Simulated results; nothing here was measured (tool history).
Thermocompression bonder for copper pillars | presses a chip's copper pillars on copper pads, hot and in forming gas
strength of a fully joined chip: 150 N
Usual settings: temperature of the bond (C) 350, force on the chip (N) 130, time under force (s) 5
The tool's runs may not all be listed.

run	hour	temperature of the bond (C)	force on the chip (N)	time under force (s)	force that shears a chip off (N)
1	0.0	350	130	5	84.5
2	36.2	350	130	5	86.5
3	70.2	350	130	5	82.6
4	104.3	350	130	5	84.2
# hour 136.4: forming gas filter changed
5	162.1	350	176	5	108.9
6	215.7	350	176	6	114.1
7	273.4	350	176	7	114.5
8	319.4	350	176	7	116.5
9	359.4	350	176	7	111.9
10	417.5	350	189	5	110.3
11	448.9	350	189	5	107.9
12	478.8	334	135	3	61.8
13	535.5	334	135	3	62.3
# hour 541.6: heater calibrated with a thermocouple chip
14	564.7	335	135	6	80.3
15	599.6	326	82	5	43.2
# hour 607.8: forming gas filter changed
16	636.4	350	130	3	78.0
17	694.6	342	80	6	58.2
18	723.9	358	130	6	99.3
19	775.8	327	79	8	54.5
20	811.6	327	79	8	54.0
21	852.1	335	168	5	92.7
22	882.4	374	168	4	110.5

Forecast each of these 5 alternatives for the next run:
# hour 909.2: heater calibrated with a thermocouple chip, once more
A	930.8	337	168	6	?
# hour 909.2: heater calibrated with a thermocouple chip, once more
B	930.8	374	180	4	?
# hour 909.2: heater calibrated with a thermocouple chip, once more
C	930.8	350	155	11	?
# hour 909.2: heater calibrated with a thermocouple chip, once more
D	930.8	350	118	5	?
# hour 909.2: heater calibrated with a thermocouple chip, once more
E	930.8	366	103	5	?

run	force that shears a chip off (N)
A	95.1
B	112.1
C	111.8
D	75.8
E	76.9
Without the tool's hidden state the same runs would have given:
run	force that shears a chip off (N)
A	103.4
B	121.2
C	120.9
D	82.6
E	84.0
